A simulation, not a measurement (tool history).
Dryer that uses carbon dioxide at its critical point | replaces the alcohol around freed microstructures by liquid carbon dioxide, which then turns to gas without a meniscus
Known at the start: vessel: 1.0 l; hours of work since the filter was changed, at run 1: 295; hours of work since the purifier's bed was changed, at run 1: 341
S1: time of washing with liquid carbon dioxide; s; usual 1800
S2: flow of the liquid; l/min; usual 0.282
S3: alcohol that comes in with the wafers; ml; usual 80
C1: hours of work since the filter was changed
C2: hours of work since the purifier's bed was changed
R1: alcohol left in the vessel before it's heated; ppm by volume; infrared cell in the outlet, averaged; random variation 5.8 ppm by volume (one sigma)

run	hour	S1	S2	S3	C1	C2	R1
1	0.0	1800	0.282	80	295	341	295
2	6.6	1800	0.282	80	300	346	308
3	16.4	1440	0.282	80	307	353	855
4	23.0	1440	0.282	80	312	358	856
5	36.0	1440	0.282	80	322	368	847
6	41.6	1440	0.282	80	326	372	819
7	54.8	1440	0.282	80	336	382	836
8	67.3	1440	0.282	80	345	391	843
9	75.0	1800	0.282	80	351	397	323
10	82.1	1800	0.282	80	356	402	327
11	90.8	1800	0.282	30	363	409	176
12	99.5	1800	0.282	30	369	415	183
13	107.0	1800	0.275	30	375	421	200
14	113.9	1800	0.282	80	380	426	335
15	124.2	1800	0.282	80	388	433	348
16	136.2	1800	0.282	26	397	442	191
17	147.1	1800	0.282	26	405	450	172
18	155.5	1800	0.282	26	411	457	185
19	166.4	1800	0.282	26	419	465	180
20	176.3	1800	0.460	26	427	472	101
21	185.0	1800	0.460	26	433	479	100
22	190.4	1800	0.460	26	437	483	109
23	202.2	1500	0.426	26	446	492	128
24	212.1	1860	0.457	25	453	499	109
25	218.3	1860	0.457	25	458	504	103
26	229.4	1860	0.457	25	466	512	111
27	242.7	1860	0.457	25	476	522	119
28	252.8	2100	0.321	101	484	529	172
29	265.2	2100	0.321	101	493	539	167
30	278.5	2160	0.301	67	503	549	158
31	291.4	2160	0.409	61	512	558	123
# hour 296.5: inlet filter changed
32	305.7	2160	0.409	61	7	568	124
33	311.4	1620	0.232	31	11	572	477
34	323.1	1320	0.257	46	20	581	921
35	332.8	1920	0.282	80	27	588	256
36	339.0	1920	0.282	80	32	593	264
37	349.2	1800	0.282	31	39	601	214
38	361.5	1800	0.282	31	49	610	203

Some steps in R1 between neighbouring runs. How much of each would the tool show without its hidden state too (settings, what came in, random variation), and how much is left for the hidden state, with any gauge scatter that isn't in both results?
The hidden state here: flow that reaches the vessel past the clogged filter, %; alcohol in the recycled carbon dioxide, ppm; drift of the gauge itself on alcohol_ppm, %.
Run 2 -> 3: S1 1800 -> 1440. R1 +547 ppm by volume: hidden state +80, all else +467.
Run 8 -> 9: S1 1440 -> 1800. R1 -520 ppm by volume: hidden state -77, all else -443.
Run 15 -> 16: S3 80 -> 26. R1 -157 ppm by volume: hidden state -37, all else -120.
Run 34 -> 35: S1 1320 -> 1920, S2 0.257 -> 0.282, S3 46 -> 80. R1 -665 ppm by volume: hidden state -11, all else -654.
